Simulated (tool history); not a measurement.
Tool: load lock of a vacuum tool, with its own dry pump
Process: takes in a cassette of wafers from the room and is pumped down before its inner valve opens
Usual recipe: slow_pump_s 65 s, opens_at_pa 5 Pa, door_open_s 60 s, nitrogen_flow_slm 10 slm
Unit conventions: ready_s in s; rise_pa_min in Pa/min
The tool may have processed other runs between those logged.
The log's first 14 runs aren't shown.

run	hour	slow_pump_s	opens_at_pa	door_open_s	nitrogen_flow_slm	hours that the pump has run since its overhaul	times that the door has closed on its seal	incoming humidity of the room's air, %	ready_s	rise_pa_min
15	5835.7	65	9	60	10	21432	20696	45.5	120.4	0.298
16	6291.8	65	5	60	10	21889	21348	43.2	125.1	0.296
17	6602.2	65	5	60	10	22199	21791	45.6	125.8	0.306
18	7157.7	65	5	60	10	22754	22586	45.7	126.3	0.326
19	7474.2	65	5	60	11	23071	23038	41.0	127.1	0.328
20	8113.4	46	7	60	10	23710	23952	44.9	112.3	0.352
21	8498.2	46	7	60	10	24095	24502	46.4	111.3	0.371
# hour 8789.2: dry pump taken out, an overhauled one fitted
22	8816.1	123	5	57	10	27	24948	43.2	157.3	0.377

Run 23 is up next; what results do you expect?
23	9435.3	111	6	116	7	646	25833	47.2	?	?

{"run 23": {"ready_s": 146.5, "rise_pa_min": 0.437}}
With the hidden condition absent and the run-to-run variation left alone, this run would have shown ready_s 146.3 s, rise_pa_min 0.095 Pa/min.
